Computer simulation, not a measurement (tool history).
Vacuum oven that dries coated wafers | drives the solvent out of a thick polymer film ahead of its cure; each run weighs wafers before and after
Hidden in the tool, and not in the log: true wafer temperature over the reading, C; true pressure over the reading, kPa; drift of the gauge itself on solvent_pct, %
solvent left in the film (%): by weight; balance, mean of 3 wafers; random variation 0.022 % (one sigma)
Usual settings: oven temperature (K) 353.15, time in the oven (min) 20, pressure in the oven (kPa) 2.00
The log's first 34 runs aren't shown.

| run | hour | oven temperature (K) | time in the oven (min) | pressure in the oven (kPa) | hours of work since the thermocouples were calibrated | hours of work since the vacuum gauge was cleaned of residue | solvent left in the film (%) |
|---|---|---|---|---|---|---|---|
| 35 | 415.4 | 353.15 | 12 | 6.49 | 19 | 626 | 7.46 |
| 36 | 425.8 | 353.15 | 12 | 1.70 | 27 | 634 | 6.66 |
| 37 | 434.4 | 353.15 | 12 | 1.01 | 33 | 640 | 6.50 |
| 38 | 448.5 | 353.15 | 12 | 1.01 | 44 | 651 | 6.51 |
| 39 | 458.0 | 342.15 | 30 | 2.05 | 51 | 658 | 5.82 |
| 40 | 469.2 | 365.15 | 20 | 6.66 | 59 | 666 | 1.42 |
| 41 | 478.1 | 366.15 | 15 | 5.04 | 66 | 673 | 1.62 |
| 42 | 486.0 | 366.15 | 15 | 5.04 | 72 | 679 | 1.60 |
| 43 | 501.6 | 366.15 | 15 | 1.52 | 84 | 691 | 1.09 |
| 44 | 508.7 | 350.15 | 20 | 1.05 | 89 | 696 | 4.51 |

4 ways to go on from here, each from the tool as it stands after run 44. What would each give?
| A | 519.1 | 352.15 | 20 | 2.00 | 97 | 704 | ? |
| B | 519.1 | 346.15 | 23 | 1.09 | 97 | 704 | ? |
| C | 519.1 | 361.15 | 16 | 6.05 | 97 | 704 | ? |
| D | 519.1 | 353.15 | 15 | 2.00 | 97 | 704 | ? |

| run | solvent left in the film (%) |
|---|---|
| A | 3.87 |
| B | 5.34 |
| C | 2.70 |
| D | 5.18 |
Without the tool's hidden state the same runs would have given:
| run | solvent left in the film (%) |
|---|---|
| A | 3.88 |
| B | 5.34 |
| C | 2.70 |
| D | 5.19 |

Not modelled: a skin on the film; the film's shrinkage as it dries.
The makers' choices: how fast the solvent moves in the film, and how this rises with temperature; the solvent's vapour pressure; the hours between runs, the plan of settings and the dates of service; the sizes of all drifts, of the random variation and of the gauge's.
